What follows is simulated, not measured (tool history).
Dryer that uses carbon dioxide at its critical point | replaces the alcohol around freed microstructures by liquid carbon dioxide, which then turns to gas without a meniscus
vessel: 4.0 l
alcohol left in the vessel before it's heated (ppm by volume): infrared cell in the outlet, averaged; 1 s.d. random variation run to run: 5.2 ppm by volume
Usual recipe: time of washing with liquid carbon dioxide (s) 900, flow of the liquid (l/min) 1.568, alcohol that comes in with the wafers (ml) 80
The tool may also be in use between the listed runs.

| run | hour | time of washing with liquid carbon dioxide (s) | flow of the liquid (l/min) | alcohol that comes in with the wafers (ml) | alcohol left in the vessel before it's heated (ppm by volume) |
|---|---|---|---|---|---|
| 1 | 0.0 | 900 | 1.568 | 80 | 184 |
| 2 | 6.8 | 900 | 1.568 | 80 | 185 |
| 3 | 19.9 | 900 | 1.568 | 80 | 180 |
| 4 | 34.7 | 900 | 1.190 | 80 | 509 |
| 5 | 45.9 | 900 | 1.210 | 80 | 519 |
| 6 | 53.4 | 900 | 1.210 | 80 | 499 |
| 7 | 63.3 | 900 | 1.210 | 80 | 489 |
| 8 | 73.7 | 900 | 1.210 | 80 | 507 |
| 9 | 84.6 | 1380 | 1.690 | 44 | 73 |
| 10 | 91.6 | 1380 | 1.690 | 44 | 77 |
| 11 | 97.9 | 1380 | 1.690 | 44 | 85 |
|  | 107.1 | inlet filter changed |
| 12 | 110.1 | 1320 | 1.010 | 44 | 149 |
| 13 | 122.6 | 840 | 2.210 | 53 | 105 |
| 14 | 137.1 | 840 | 2.210 | 53 | 88 |
| 15 | 149.3 | 840 | 2.210 | 53 | 84 |

Selected run-to-run steps in alcohol left in the vessel before it's heated (ppm by volume), each split into two signed amounts: the part the tool would show with no hidden state at all (from settings, incoming material and random variation), and the remainder, which goes to the hidden state together with any gauge scatter not common to the measured and the hidden-state-free results:
Hidden state at play: flow that reaches the vessel past the clogged filter, %; alcohol in the recycled carbon dioxide, ppm; drift of the gauge itself on alcohol_ppm, %.
Run 8 -> 9: time of washing with liquid carbon dioxide (s) 900 -> 1380, flow of the liquid (l/min) 1.210 -> 1.690, alcohol that comes in with the wafers (ml) 80 -> 44. alcohol left in the vessel before it's heated (ppm by volume) -434: hidden state -126, all else -308.
